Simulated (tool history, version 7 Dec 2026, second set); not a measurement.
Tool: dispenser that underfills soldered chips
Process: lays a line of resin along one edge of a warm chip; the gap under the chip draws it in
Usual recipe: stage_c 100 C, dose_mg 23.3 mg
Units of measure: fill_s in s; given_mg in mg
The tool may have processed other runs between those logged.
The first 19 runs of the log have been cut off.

| run | hour | stage_c | dose_mg | fill_s | given_mg |
|---|---|---|---|---|---|
| 20 | 173.7 | 98 | 29.9 | 88.4 | 29.44 |
|  | 175.1 | new syringe of resin |
| 21 | 181.9 | 98 | 29.9 | 60.3 | 29.27 |
|  | 190.7 | new syringe of resin |
| 22 | 190.7 | 90 | 30.1 | 58.2 | 29.39 |
| 23 | 196.3 | 90 | 30.1 | 76.7 | 29.21 |
|  | 206 | new syringe of resin |
| 24 | 207.1 | 90 | 30.1 | 62.3 | 29.07 |
| 25 | 215.5 | 95 | 21.2 | 82.4 | 20.51 |
|  | 221.9 | new syringe of resin |
| 26 | 223.4 | 100 | 23 | 46.4 | 22.07 |
| 27 | 234.8 | 107 | 23.3 | 62.2 | 22.16 |
|  | 237.4 | new syringe of resin |
| 28 | 245.3 | 100 | 22.4 | 66 | 21.05 |
|  | 252.7 | new syringe of resin |
| 29 | 252.7 | 107 | 22.2 | 35.2 | 20.96 |
| 30 | 262.3 | 107 | 22.2 | 54.1 | 20.82 |
|  | 268 | new syringe of resin |
| 31 | 274.3 | 107 | 28.6 | 44.9 | 26.78 |
| 32 | 282.2 | 86 | 29.8 | 136.4 | 27.63 |
|  | 283.4 | new syringe of resin |
| 33 | 289.5 | 106 | 25 | 46.7 | 23.21 |
|  | 296.5 | stage's temperature calibrated |
|  | 299.1 | dispensing valve cleaned and set on the balance |
|  | 301.2 | new syringe of resin |
| 34 | 301.3 | 101 | 22.2 | 37.2 | 22.15 |

3 options for the next run, each taken on its own from the tool as it stands now. Forecast them:
| A | 312.3 | 101 | 23.6 | ? | ? |
| B | 312.3 | 100 | 22.8 | ? | ? |
| C | 312.3 | 85 | 24.5 | ? | ? |

| run | fill_s | given_mg |
|---|---|---|
| A | 62.8 | 23.39 |
| B | 64.9 | 22.54 |
| C | 109.5 | 24.61 |
With the hidden condition removed and each run's random variation left untouched, the same runs would have given:
| run | fill_s | given_mg |
|---|---|---|
| A | 37.3 | 23.52 |
| B | 38.2 | 22.66 |
| C | 64.5 | 24.75 |
